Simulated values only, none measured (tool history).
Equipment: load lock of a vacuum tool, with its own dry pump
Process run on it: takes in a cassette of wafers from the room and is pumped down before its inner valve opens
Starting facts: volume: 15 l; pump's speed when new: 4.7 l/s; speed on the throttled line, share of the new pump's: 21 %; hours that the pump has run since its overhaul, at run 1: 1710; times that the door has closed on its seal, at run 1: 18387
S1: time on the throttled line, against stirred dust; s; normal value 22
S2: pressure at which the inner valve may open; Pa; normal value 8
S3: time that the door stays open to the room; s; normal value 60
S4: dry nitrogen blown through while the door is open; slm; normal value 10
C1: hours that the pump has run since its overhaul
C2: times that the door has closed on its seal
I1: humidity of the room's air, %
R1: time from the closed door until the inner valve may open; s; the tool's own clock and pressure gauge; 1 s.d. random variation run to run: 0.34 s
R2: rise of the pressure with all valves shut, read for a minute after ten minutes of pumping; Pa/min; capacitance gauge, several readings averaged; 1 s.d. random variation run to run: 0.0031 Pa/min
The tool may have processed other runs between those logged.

Run 1, hour 0: usual settings; C1 1710; C2 18387; I1 46.8. Result: R1 48.1 s, R2 0.341 Pa/min.
Run 2, hour 50.8: usual settings; C1 1761; C2 18589; I1 43.7. Result: R1 48.3 s, R2 0.346 Pa/min.
Run 3, hour 162.5: usual settings; C1 1872; C2 19033; I1 44.9. Result: R1 48.2 s, R2 0.361 Pa/min.
Run 4, hour 254.8: usual settings; C1 1964; C2 19400; I1 53.3. Result: R1 48 s, R2 0.387 Pa/min.
Run 5, hour 332.6: usual settings; C1 2042; C2 19709; I1 46.2. Result: R1 48.3 s, R2 0.372 Pa/min.
Run 6, hour 394.6: usual settings; C1 2104; C2 19955; I1 45.3. Result: R1 48.5 s, R2 0.386 Pa/min.
Run 7, hour 489.8: usual settings but S2 11 Pa; C1 2199; C2 20334; I1 42.7. Result: R1 47 s, R2 0.39 Pa/min.
Run 8, hour 591: usual settings but S2 11 Pa; C1 2301; C2 20736; I1 45.9. Result: R1 47.4 s, R2 0.406 Pa/min.
Run 9, hour 660.5: usual settings but S3 77 s; C1 2370; C2 21012; I1 44.1. Result: R1 48.3 s, R2 0.405 Pa/min.
Run 10, hour 739.9: usual settings; C1 2450; C2 21328; I1 46.2. Result: R1 48.9 s, R2 0.402 Pa/min.
Run 11, hour 795.1: usual settings but S2 9 Pa; C1 2505; C2 21548; I1 42.8. Result: R1 47.6 s, R2 0.42 Pa/min.
Run 12, hour 909.3: usual settings but S2 9 Pa; C1 2619; C2 22002; I1 46.5. Result: R1 48 s, R2 0.429 Pa/min.
Run 13, hour 996.7: usual settings but S2 9 Pa, S3 132 s; C1 2706; C2 22349; I1 44.8. Result: R1 48.2 s, R2 0.456 Pa/min.
Run 14, hour 1096.1: usual settings but S2 9 Pa, S3 132 s; C1 2806; C2 22744; I1 42.6. Result: R1 47.7 s, R2 0.457 Pa/min.
Run 15, hour 1194.3: usual settings but S2 9 Pa, S3 132 s; C1 2904; C2 23135; I1 44.3. Result: R1 48.1 s, R2 0.484 Pa/min.
Run 16, hour 1296.5: usual settings but S1 14 s; C1 3006; C2 23541; I1 41.3. Result: R1 42.4 s, R2 0.461 Pa/min.
Run 17, hour 1400.4: usual settings but S1 14 s; C1 3110; C2 23954; I1 49.6. Result: R1 42.2 s, R2 0.488 Pa/min.
Run 18, hour 1515: usual settings but S1 14 s; C1 3225; C2 24410; I1 46.6. Result: R1 42.4 s, R2 0.49 Pa/min.
Run 19, hour 1567: usual settings but S1 13 s; C1 3277; C2 24616; I1 45.5. Result: R1 41.4 s, R2 0.49 Pa/min.
Run 20, hour 1618.9: usual settings but S1 13 s; C1 3329; C2 24823; I1 49.1. Result: R1 41.7 s, R2 0.511 Pa/min.
Run 21, hour 1682.1: usual settings but S1 13 s; C1 3392; C2 25074; I1 46.3. Result: R1 41.2 s, R2 0.509 Pa/min.
Run 22, hour 1756.2: usual settings but S1 13 s; C1 3466; C2 25369; I1 46.3. Result: R1 41.1 s, R2 0.526 Pa/min.
Run 23, hour 1807.4: usual settings but S2 10 Pa, S4 33 slm; C1 3517; C2 25572; I1 45. Result: R1 48.3 s, R2 0.499 Pa/min.
Run 24, hour 1904.6: usual settings but S1 28 s, S2 7 Pa, S3 140 s; C1 3614; C2 25958; I1 46.3. Result: R1 53.8 s, R2 0.568 Pa/min.
Run 25, hour 2014.1: usual settings but S1 20 s, S3 41 s, S4 12 slm; C1 3724; C2 26394; I1 44.3. Result: R1 47.5 s, R2 0.53 Pa/min.
Run 26, hour 2126.6: usual settings but S1 20 s, S3 41 s, S4 12 slm; C1 3836; C2 26841; I1 44.3. Result: R1 47.2 s, R2 0.55 Pa/min.

What does the tool deliver on the next run?
Run 27, hour 2204.6: usual settings but S1 15 s, S2 11 Pa, S3 152 s; C1 3914; C2 27151; I1 41.1. Result: R1 ?, R2 ?.

{"run 27": {"R1": 42.9, "R2": 0.581}}
If the tool had no hidden condition, the same run with the same run-to-run variation would have returned R1 42.2 s, R2 0.085 Pa/min.
